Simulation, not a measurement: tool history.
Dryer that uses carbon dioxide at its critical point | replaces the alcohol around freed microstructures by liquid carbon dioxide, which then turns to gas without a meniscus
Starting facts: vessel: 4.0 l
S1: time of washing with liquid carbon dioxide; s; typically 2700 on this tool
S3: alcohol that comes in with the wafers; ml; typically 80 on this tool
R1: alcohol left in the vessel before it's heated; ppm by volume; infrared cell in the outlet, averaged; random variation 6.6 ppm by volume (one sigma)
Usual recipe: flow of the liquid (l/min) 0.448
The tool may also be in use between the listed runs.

{"run": 1, "hour": 0.0, "S1": 2700, "flow of the liquid (l/min)": 0.448, "S3": 80, "R1": 385}
{"run": 2, "hour": 18.1, "S1": 2700, "flow of the liquid (l/min)": 0.448, "S3": 80, "R1": 371}
{"run": 3, "hour": 28.9, "S1": 2700, "flow of the liquid (l/min)": 0.448, "S3": 80, "R1": 387}
{"run": 4, "hour": 45.0, "S1": 2700, "flow of the liquid (l/min)": 0.448, "S3": 80, "R1": 393}
{"run": 5, "hour": 56.1, "S1": 2700, "flow of the liquid (l/min)": 0.448, "S3": 80, "R1": 385}
{"run": 6, "hour": 74.8, "S1": 2700, "flow of the liquid (l/min)": 0.448, "S3": 80, "R1": 401}
{"run": 7, "hour": 88.9, "S1": 2700, "flow of the liquid (l/min)": 0.448, "S3": 80, "R1": 408}
{"run": 8, "hour": 105.2, "S1": 2700, "flow of the liquid (l/min)": 0.448, "S3": 23, "R1": 129}
{"run": 9, "hour": 120.8, "S1": 4260, "flow of the liquid (l/min)": 0.728, "S3": 89, "R1": 33}
{"run": 10, "hour": 140.8, "S1": 4260, "flow of the liquid (l/min)": 0.728, "S3": 89, "R1": 16}
{"run": 11, "hour": 156.1, "S1": 4260, "flow of the liquid (l/min)": 0.728, "S3": 89, "R1": 34}
{"run": 12, "hour": 172.4, "S1": 4260, "flow of the liquid (l/min)": 0.728, "S3": 89, "R1": 22}
{"run": 13, "hour": 193.1, "S1": 2040, "flow of the liquid (l/min)": 0.372, "S3": 112, "R1": 2485}
{"run": 14, "hour": 209.7, "S1": 3480, "flow of the liquid (l/min)": 0.374, "S3": 103, "R1": 436}
{"run": 15, "hour": 229.5, "S1": 2460, "flow of the liquid (l/min)": 0.374, "S3": 40, "R1": 559}

Branching from run 15: 3 alternative next runs. What would each branch give?
{"run": "A", "hour": 248.7, "S1": 3660, "flow of the liquid (l/min)": 0.448, "S3": 80, "R1": "?"}
{"run": "B", "hour": 248.7, "S1": 2460, "flow of the liquid (l/min)": 0.448, "S3": 108, "R1": "?"}
{"run": "C", "hour": 248.7, "S1": 2460, "flow of the liquid (l/min)": 0.374, "S3": 25, "R1": "?"}

run=A R1=134
run=B R1=787
run=C R1=341
Had the tool no hidden state, the same runs would have come out as:
run=A R1=70
run=B R1=552
run=C R1=239
